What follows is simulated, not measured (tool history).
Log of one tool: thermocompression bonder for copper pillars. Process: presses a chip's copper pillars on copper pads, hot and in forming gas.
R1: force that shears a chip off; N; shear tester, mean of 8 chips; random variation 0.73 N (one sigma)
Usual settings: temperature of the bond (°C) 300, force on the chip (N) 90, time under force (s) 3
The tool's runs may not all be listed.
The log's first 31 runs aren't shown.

-- hour=507.5 forming gas filter changed
run 32 hour=514.1 | temperature_of_the_bond_(°C)=287 force_on_the_chip_(N)=81 time_under_force_(s)=5 | R1=50.4
run 33 hour=536.6 | temperature_of_the_bond_(°C)=287 force_on_the_chip_(N)=81 time_under_force_(s)=5 | R1=51.7
run 34 hour=556.2 | temperature_of_the_bond_(°C)=308 force_on_the_chip_(N)=120 time_under_force_(s)=3 | R1=73.8
run 35 hour=574.5 | temperature_of_the_bond_(°C)=320 force_on_the_chip_(N)=90 time_under_force_(s)=2 | R1=56.3
run 36 hour=594.0 | temperature_of_the_bond_(°C)=320 force_on_the_chip_(N)=90 time_under_force_(s)=2 | R1=55.0
run 37 hour=607.0 | temperature_of_the_bond_(°C)=309 force_on_the_chip_(N)=128 time_under_force_(s)=3 | R1=77.6
run 38 hour=628.9 | temperature_of_the_bond_(°C)=309 force_on_the_chip_(N)=74 time_under_force_(s)=5 | R1=59.2
run 39 hour=649.1 | temperature_of_the_bond_(°C)=327 force_on_the_chip_(N)=90 time_under_force_(s)=3 | R1=67.5

4 ways to go on from here, each from the tool as it stands after run 39. What would each give?
run A hour=670.1 | temperature_of_the_bond_(°C)=300 force_on_the_chip_(N)=90 time_under_force_(s)=5 | R1=?
run B hour=670.1 | temperature_of_the_bond_(°C)=289 force_on_the_chip_(N)=68 time_under_force_(s)=2 | R1=?
run C hour=670.1 | temperature_of_the_bond_(°C)=315 force_on_the_chip_(N)=81 time_under_force_(s)=2 | R1=?
run D hour=670.1 | temperature_of_the_bond_(°C)=300 force_on_the_chip_(N)=59 time_under_force_(s)=9 | R1=?

run=A R1=63.1
run=B R1=30.3
run=C R1=47.4
run=D R1=56.2
Without the tool's hidden state the same runs would have given:
run=A R1=63.3
run=B R1=30.3
run=C R1=47.5
run=D R1=56.3
